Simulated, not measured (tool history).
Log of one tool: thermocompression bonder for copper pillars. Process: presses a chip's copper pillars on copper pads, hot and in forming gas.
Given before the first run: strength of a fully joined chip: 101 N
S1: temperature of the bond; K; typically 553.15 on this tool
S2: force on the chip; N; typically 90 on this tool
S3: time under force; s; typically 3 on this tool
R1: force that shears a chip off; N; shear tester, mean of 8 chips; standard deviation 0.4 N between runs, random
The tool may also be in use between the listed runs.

Run 1, hour 0.0: usual settings. Result: R1 63.3 N.
Run 2, hour 19.4: usual settings but S1 556.15 K. Result: R1 66.3 N.
Run 3, hour 38.6: usual settings but S1 576.15 K. Result: R1 77.0 N.
Run 4, hour 54.0: usual settings but S1 576.15 K. Result: R1 78.1 N.
Run 5, hour 68.9: usual settings but S1 559.15 K. Result: R1 67.0 N.
Run 6, hour 88.5: usual settings but S1 559.15 K. Result: R1 66.9 N.
Run 7, hour 102.2: usual settings but S1 559.15 K. Result: R1 67.4 N.
Run 8, hour 115.2: usual settings. Result: R1 63.1 N.
Run 9, hour 130.0: usual settings. Result: R1 63.2 N.
Run 10, hour 140.4: usual settings. Result: R1 63.2 N.
Run 11, hour 158.6: usual settings but S2 64 N. Result: R1 45.4 N.
Run 12, hour 175.3: usual settings but S2 64 N. Result: R1 45.3 N.
Run 13, hour 189.3: usual settings. Result: R1 62.6 N.
Run 14, hour 199.0: usual settings. Result: R1 63.0 N.
Run 15, hour 213.4: usual settings. Result: R1 62.8 N.
Run 16, hour 226.4: usual settings. Result: R1 62.5 N.
Run 17, hour 246.4: usual settings but S3 2 s. Result: R1 56.0 N.
Run 18, hour 266.3: usual settings but S3 2 s. Result: R1 55.6 N.
Run 19, hour 286.8: usual settings but S1 558.15 K. Result: R1 65.0 N.
Run 20, hour 303.5: usual settings but S1 535.15 K, S2 123 N, S3 5 s. Result: R1 75.5 N.
Run 21, hour 320.4: usual settings but S1 536.15 K, S2 124 N, S3 4 s. Result: R1 73.1 N.
Run 22, hour 335.5: usual settings but S1 554.15 K, S2 56 N, S3 4 s. Result: R1 44.2 N.
Run 23, hour 345.3: usual settings but S1 554.15 K, S2 56 N, S3 4 s. Result: R1 43.9 N.
Run 24, hour 360.8: usual settings but S2 125 N, S3 7 s. Result: R1 89.8 N.
Run 25, hour 379.8: usual settings but S1 545.15 K, S2 79 N, S3 7 s. Result: R1 65.4 N.
Run 26, hour 392.0: usual settings but S1 545.15 K, S2 69 N, S3 7 s. Result: R1 57.8 N.
Run 27, hour 408.4: usual settings but S1 547.15 K, S2 92 N, S3 7 s. Result: R1 74.6 N.
Run 28, hour 418.0: usual settings but S1 551.15 K, S2 62 N, S3 6 s. Result: R1 54.1 N.
Run 29, hour 429.9: usual settings but S1 581.15 K, S2 71 N, S3 6 s. Result: R1 79.4 N.
Run 30, hour 439.7: usual settings but S1 581.15 K, S2 97 N. Result: R1 81.6 N.
Run 31, hour 448.9: usual settings but S1 531.15 K, S3 2 s. Result: R1 41.1 N.
Run 32, hour 467.5: usual settings but S1 527.15 K, S3 6 s. Result: R1 56.7 N.
Run 33, hour 475.7: usual settings but S1 527.15 K, S3 6 s. Result: R1 56.7 N.
Run 34, hour 486.3: usual settings but S1 527.15 K, S3 6 s. Result: R1 57.4 N.
Run 35, hour 496.7: usual settings but S2 82 N, S3 5 s. Result: R1 66.8 N.
Run 36, hour 515.0: usual settings but S2 82 N, S3 5 s. Result: R1 66.1 N.

Branching from run 36: 5 alternative next runs. What would each branch give?
Run A, hour 527.7: usual settings but S2 64 N. Result: R1 ?.
Run B, hour 527.7: usual settings but S2 63 N. Result: R1 ?.
Run C, hour 527.7: usual settings but S2 93 N, S3 5 s. Result: R1 ?.
Run D, hour 527.7: usual settings but S1 533.15 K, S2 82 N, S3 4 s. Result: R1 ?.
Run E, hour 527.7: usual settings but S1 557.15 K, S2 88 N. Result: R1 ?.

run    R1
  A  45.4
  B  44.0
  C  71.3
  D  49.3
  E  63.3
Without the tool's unlogged condition, the same runs would have read:
run    R1
  A  48.2
  B  46.7
  C  75.4
  D  52.2
  E  67.0
